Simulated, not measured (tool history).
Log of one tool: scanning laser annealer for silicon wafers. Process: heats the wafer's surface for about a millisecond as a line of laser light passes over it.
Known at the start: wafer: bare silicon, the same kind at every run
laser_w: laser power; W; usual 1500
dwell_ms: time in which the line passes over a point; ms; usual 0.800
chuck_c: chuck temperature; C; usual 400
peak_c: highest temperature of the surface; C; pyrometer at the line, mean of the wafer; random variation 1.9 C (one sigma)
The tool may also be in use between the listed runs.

Run 1, hour 0.0: usual settings. Result: peak_c 1115 C.
Run 2, hour 6.2: usual settings. Result: peak_c 1114 C.
Run 3, hour 18.9: usual settings but chuck_c 418 C. Result: peak_c 1135 C.
Run 4, hour 30.0: usual settings but chuck_c 418 C. Result: peak_c 1132 C.
Run 5, hour 40.3: usual settings but laser_w 1492 W. Result: peak_c 1110 C.
Run 6, hour 47.9: usual settings but laser_w 1492 W. Result: peak_c 1107 C.
Run 7, hour 57.0: usual settings but dwell_ms 0.775 ms. Result: peak_c 1100 C.
Run 8, hour 67.8: usual settings. Result: peak_c 1115 C.
Run 9, hour 77.8: usual settings. Result: peak_c 1110 C.
Run 10, hour 85.0: usual settings. Result: peak_c 1110 C.
Run 11, hour 95.4: usual settings. Result: peak_c 1111 C.
Run 12, hour 105.8: usual settings. Result: peak_c 1106 C.
Run 13, hour 115.3: usual settings but dwell_ms 0.766 ms. Result: peak_c 1092 C.
Run 14, hour 127.6: usual settings. Result: peak_c 1109 C.
Run 15, hour 138.3: usual settings. Result: peak_c 1110 C.
Run 16, hour 147.7: usual settings but laser_w 1422 W. Result: peak_c 1057 C.
Run 17, hour 153.1: usual settings but dwell_ms 0.597 ms. Result: peak_c 996 C.
Run 18, hour 159.9: usual settings. Result: peak_c 1104 C.
Run 19, hour 166.9: usual settings but laser_w 1428 W. Result: peak_c 1060 C.
Run 20, hour 179.4: usual settings but laser_w 1428 W. Result: peak_c 1058 C.
Run 21, hour 188.3: usual settings but laser_w 1435 W. Result: peak_c 1063 C.
Run 22, hour 197.3: usual settings but laser_w 1432 W, chuck_c 430 C. Result: peak_c 1091 C.
Run 23, hour 203.5: usual settings but laser_w 1474 W, dwell_ms 0.611 ms. Result: peak_c 991 C.
Run 24, hour 214.2: usual settings but laser_w 1474 W, dwell_ms 0.611 ms. Result: peak_c 987 C.
Run 25, hour 224.5: usual settings but laser_w 1474 W, dwell_ms 0.611 ms. Result: peak_c 989 C.
Run 26, hour 233.9: usual settings but laser_w 1474 W, dwell_ms 0.991 ms. Result: peak_c 1176 C.
At hour 239.4: optics aligned, line set to its width.
Run 27, hour 249.6: usual settings but chuck_c 367 C. Result: peak_c 1062 C.
Run 28, hour 258.1: usual settings but laser_w 1470 W, chuck_c 367 C. Result: peak_c 1044 C.
Run 29, hour 266.3: usual settings but laser_w 1470 W, chuck_c 367 C. Result: peak_c 1044 C.
Run 30, hour 273.4: usual settings but laser_w 1546 W, chuck_c 371 C. Result: peak_c 1092 C.
At hour 283.0: optics aligned, line set to its width, once more.
Run 31, hour 289.9: usual settings but laser_w 1388 W, dwell_ms 0.633 ms, chuck_c 363 C. Result: peak_c 927 C.
Run 32, hour 296.6: usual settings but laser_w 1556 W, dwell_ms 0.997 ms. Result: peak_c 1253 C.
Run 33, hour 306.2: usual settings but laser_w 1556 W, dwell_ms 0.823 ms, chuck_c 415 C. Result: peak_c 1178 C.
Run 34, hour 315.8: usual settings but laser_w 1461 W, chuck_c 432 C. Result: peak_c 1120 C.
Run 35, hour 327.1: usual settings but laser_w 1474 W, dwell_ms 0.649 ms, chuck_c 364 C. Result: peak_c 980 C.
Run 36, hour 339.4: usual settings but laser_w 1462 W, chuck_c 431 C. Result: peak_c 1119 C.
Run 37, hour 352.0: usual settings but laser_w 1538 W, dwell_ms 0.568 ms, chuck_c 362 C. Result: peak_c 964 C.
Run 38, hour 360.2: usual settings but laser_w 1538 W, dwell_ms 0.568 ms, chuck_c 362 C. Result: peak_c 966 C.
Run 39, hour 366.4: usual settings but laser_w 1538 W, dwell_ms 0.568 ms, chuck_c 362 C. Result: peak_c 962 C.
Run 40, hour 373.7: usual settings but laser_w 1636 W, dwell_ms 0.824 ms, chuck_c 420 C. Result: peak_c 1230 C.

Forecast each of these 5 alternatives for the next run:
Run A, hour 379.6: usual settings but chuck_c 393 C. Result: peak_c ?.
Run B, hour 379.6: usual settings but laser_w 1510 W, dwell_ms 0.686 ms, chuck_c 379 C. Result: peak_c ?.
Run C, hour 379.6: usual settings but laser_w 1303 W, dwell_ms 0.824 ms, chuck_c 388 C. Result: peak_c ?.
Run D, hour 379.6: usual settings but laser_w 1636 W, dwell_ms 0.580 ms, chuck_c 394 C. Result: peak_c ?.
Run E, hour 379.6: usual settings but laser_w 1317 W, dwell_ms 0.824 ms, chuck_c 381 C. Result: peak_c ?.

run  peak_c
  A    1105
  B    1036
  C     989
  D    1054
  E     992
Without the tool's hidden state the same runs would have given:
run  peak_c
  A    1160
  B    1087
  C    1035
  D    1105
  E    1040

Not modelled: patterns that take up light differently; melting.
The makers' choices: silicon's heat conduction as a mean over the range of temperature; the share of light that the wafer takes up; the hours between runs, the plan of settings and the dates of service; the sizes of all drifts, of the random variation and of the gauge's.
